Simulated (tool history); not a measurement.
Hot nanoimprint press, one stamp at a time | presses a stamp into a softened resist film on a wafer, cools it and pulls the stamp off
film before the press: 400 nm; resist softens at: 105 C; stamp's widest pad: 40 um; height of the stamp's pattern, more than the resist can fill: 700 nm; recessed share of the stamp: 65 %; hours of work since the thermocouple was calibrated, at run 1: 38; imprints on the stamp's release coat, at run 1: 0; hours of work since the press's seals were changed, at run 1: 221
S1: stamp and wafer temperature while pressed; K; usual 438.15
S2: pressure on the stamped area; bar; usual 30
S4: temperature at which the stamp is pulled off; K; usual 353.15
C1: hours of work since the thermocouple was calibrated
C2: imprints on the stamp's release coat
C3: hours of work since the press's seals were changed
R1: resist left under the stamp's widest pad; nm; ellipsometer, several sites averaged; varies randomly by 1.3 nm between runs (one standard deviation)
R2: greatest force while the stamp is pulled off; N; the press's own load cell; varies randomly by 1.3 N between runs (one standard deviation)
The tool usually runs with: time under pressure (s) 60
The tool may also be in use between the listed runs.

Run 1, day 0: usual settings; C1 38; C2 0; C3 221. Result: R1 204.1 nm, R2 134 N.
Run 2, day 0.412: usual settings; C1 42; C2 18; C3 226. Result: R1 206.8 nm, R2 134 N.
Run 3, day 0.908: usual settings; C1 48; C2 39; C3 231. Result: R1 203.5 nm, R2 134 N.
Run 4, day 1.162: usual settings; C1 50; C2 49; C3 234. Result: R1 206.5 nm, R2 135 N.
Run 5, day 1.55: usual settings; C1 55; C2 66; C3 238. Result: R1 207.8 nm, R2 133 N.
Run 6, day 1.85: usual settings; C1 58; C2 79; C3 241. Result: R1 206.4 nm, R2 133 N.
Run 7, day 2.454: usual settings; C1 64; C2 104; C3 248. Result: R1 205.9 nm, R2 136 N.
Run 8, day 2.958: usual settings but time under pressure (s) 34; C1 70; C2 126; C3 253. Result: R1 249.5 nm, R2 134 N.
Run 9, day 3.358: usual settings but S2 24.3 bar; C1 74; C2 143; C3 258. Result: R1 221 nm, R2 139 N.
Run 10, day 3.762: usual settings but S2 24.3 bar; C1 78; C2 160; C3 262. Result: R1 222.5 nm, R2 136 N.
Run 11, day 4.233: usual settings but S2 24.3 bar; C1 83; C2 180; C3 267. Result: R1 224.1 nm, R2 136 N.
Run 12, day 4.712: usual settings but S1 435.15 K, S2 18.1 bar, time under pressure (s) 104; C1 88; C2 200; C3 272. Result: R1 239.2 nm, R2 136 N.
Run 13, day 5.004: usual settings but S1 435.15 K, S2 18.1 bar, time under pressure (s) 119, S4 341.15 K; C1 92; C2 212; C3 275. Result: R1 230 nm, R2 160 N.
Run 14, day 5.329: usual settings but S1 435.15 K, S2 18.1 bar, time under pressure (s) 119, S4 341.15 K; C1 95; C2 226; C3 279. Result: R1 231.1 nm, R2 158 N.
Run 15, day 5.812: usual settings but S1 449.15 K, S2 37.4 bar, S4 352.15 K; C1 100; C2 247; C3 284. Result: R1 99.5 nm, R2 140 N.
Run 16, day 6.362: usual settings but S1 433.15 K, time under pressure (s) 105; C1 106; C2 270; C3 290. Result: R1 224.6 nm, R2 138 N.
Run 17, day 6.65: usual settings but S1 433.15 K, time under pressure (s) 105; C1 109; C2 282; C3 293. Result: R1 223.6 nm, R2 138 N.
Run 18, day 7.208: usual settings but S1 431.15 K, S2 38.4 bar, time under pressure (s) 104, S4 355.15 K; C1 115; C2 306; C3 299. Result: R1 233.6 nm, R2 137 N.
Run 19, day 7.667: usual settings but S1 431.15 K, S2 35.2 bar, time under pressure (s) 104, S4 359.15 K; C1 120; C2 325; C3 304. Result: R1 236.8 nm, R2 127 N.
Run 20, day 7.925: usual settings but S1 431.15 K, S2 35.2 bar, time under pressure (s) 104, S4 359.15 K; C1 123; C2 336; C3 307. Result: R1 238.8 nm, R2 127 N.
Run 21, day 8.379: usual settings but S2 37.2 bar, time under pressure (s) 45; C1 128; C2 356; C3 311. Result: R1 214 nm, R2 136 N.

Each row is a separate what-if for the run after 21, all from the same tool condition, not one after another. Results?
Run A, day 8.979: usual settings but S2 21.9 bar; C1 134; C2 381; C3 318. Result: R1 ?, R2 ?.
Run B, day 8.979: usual settings but S1 434.15 K; C1 134; C2 381; C3 318. Result: R1 ?, R2 ?.
Run C, day 8.979: usual settings but S1 441.15 K, S2 19.9 bar, time under pressure (s) 66; C1 134; C2 381; C3 318. Result: R1 ?, R2 ?.
Run D, day 8.979: usual settings but S2 37.2 bar, time under pressure (s) 32; C1 134; C2 381; C3 318. Result: R1 ?, R2 ?.
Run E, day 8.979: usual settings but S2 21.4 bar, time under pressure (s) 45, S4 361.15 K; C1 134; C2 381; C3 318. Result: R1 ?, R2 ?.

run     R1   R2
  A  233.4  139
  B  255.9  139
  C  202.5  141
  D  238.4  138
  E  258.8  124
With the hidden condition removed and each run's random variation left untouched, the same runs would have given:
run     R1   R2
  A  225.5  133
  B  247.3  132
  C  195.2  134
  D    230  132
  E    251  118
